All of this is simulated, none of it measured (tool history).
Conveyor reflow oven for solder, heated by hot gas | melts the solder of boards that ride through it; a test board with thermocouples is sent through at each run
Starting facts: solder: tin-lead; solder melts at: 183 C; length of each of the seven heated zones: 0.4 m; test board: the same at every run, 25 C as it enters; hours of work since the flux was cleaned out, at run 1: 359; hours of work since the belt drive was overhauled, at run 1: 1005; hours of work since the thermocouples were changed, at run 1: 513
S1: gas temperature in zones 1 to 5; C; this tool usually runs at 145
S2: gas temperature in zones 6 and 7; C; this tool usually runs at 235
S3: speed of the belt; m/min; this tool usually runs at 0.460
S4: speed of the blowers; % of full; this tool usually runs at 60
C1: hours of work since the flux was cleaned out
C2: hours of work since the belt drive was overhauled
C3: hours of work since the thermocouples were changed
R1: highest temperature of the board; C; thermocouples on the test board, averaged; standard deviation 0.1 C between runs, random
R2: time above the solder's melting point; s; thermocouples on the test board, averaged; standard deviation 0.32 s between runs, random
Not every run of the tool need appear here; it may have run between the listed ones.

run    hour   S1   S2     S3  S4   C1    C2   C3     R1     R2
  1     0.0  145  235  0.460  60  359  1005  513  215.1   80.0
       12.0  -- flux residue cleaned out of gas plates and filters
       30.4  -- thermocouples of zones 6 and 7 changed
  2    71.7  145  235  0.460  60   24  1032   17  216.2   81.5
  3   145.1  145  235  0.460  60   55  1063   48  216.2   81.9
  4   222.4  154  235  0.460  60   87  1095   80  218.0   89.2
  5   272.8  145  235  0.460  60  108  1116  101  216.1   82.1
  6   338.6  145  235  0.460  60  135  1143  128  215.9   81.3
  7   382.9  145  235  0.460  60  154  1162  147  215.9   82.0
  8   446.5  146  235  0.460  60  180  1188  173  216.2   82.3
  9   496.6  145  235  0.502  60  201  1209  194  212.8   70.4
 10   567.0  145  235  0.502  60  230  1239  224  212.8   70.4
 11   612.1  145  235  0.502  60  249  1257  242  212.7   70.4
 12   671.8  145  250  0.460  60  274  1282  267  228.4   94.1
 13   740.4  145  250  0.460  60  303  1311  296  228.1   94.4
 14   809.0  145  250  0.460  60  331  1339  324  228.1   93.7
 15   850.2  145  250  0.460  60  348  1357  341  228.1   94.3
      888.7  -- flux residue cleaned out of gas plates and filters
 16   932.7  145  235  0.463  68   18  1389  374  219.4   86.6
 17   979.2  137  235  0.460  60   38  1408  393  215.5   77.4
 18  1029.7  137  235  0.371  87   59  1429  414  228.5  115.2
 19  1080.4  145  249  0.460  57   80  1450  435  227.5   94.4
 20  1134.6  145  249  0.460  57  102  1473  458  227.4   93.6
 21  1184.2  145  249  0.460  57  123  1494  479  227.4   94.5
 22  1222.5  145  242  0.388  57  139  1510  494  227.1  111.9
     1289.5  -- thermocouples of zones 6 and 7 changed
 23  1302.8  142  235  0.532  60  172  1542    6  209.8   61.3
 24  1352.0  146  243  0.460  60  192  1563   26  222.6   90.7
     1381.8  -- belt drive overhauled, speed set with a stopwatch
 25  1414.4  146  243  0.460  60  216    14   50  221.3   84.5
 26  1469.5  154  234  0.507  63  239    37   73  213.2   73.1
 27  1507.6  145  235  0.547  60  255    52   89  207.6   55.2
 28  1556.7  145  235  0.547  60  276    73  110  207.7   55.5
 29  1618.6  158  234  0.547  68  302    99  135  213.3   70.4

Forecast each of these 4 alternatives for the next run:
  A  1675.8  158  232  0.547  86  325  122  159   ?   ?
  B  1675.8  152  248  0.460  74  325  122  159   ?   ?
  C  1675.8  130  235  0.485  78  325  122  159   ?   ?
  D  1675.8  158  234  0.415  68  325  122  159   ?   ?

run     R1     R2
  A  216.5   74.6
  B  230.9   96.7
  C  215.3   68.4
  D  221.1  104.1
Without the tool's unlogged condition, the same runs would have read:
run     R1     R2
  A  218.3   76.3
  B  232.8   97.6
  C  217.4   70.9
  D  222.5  105.2
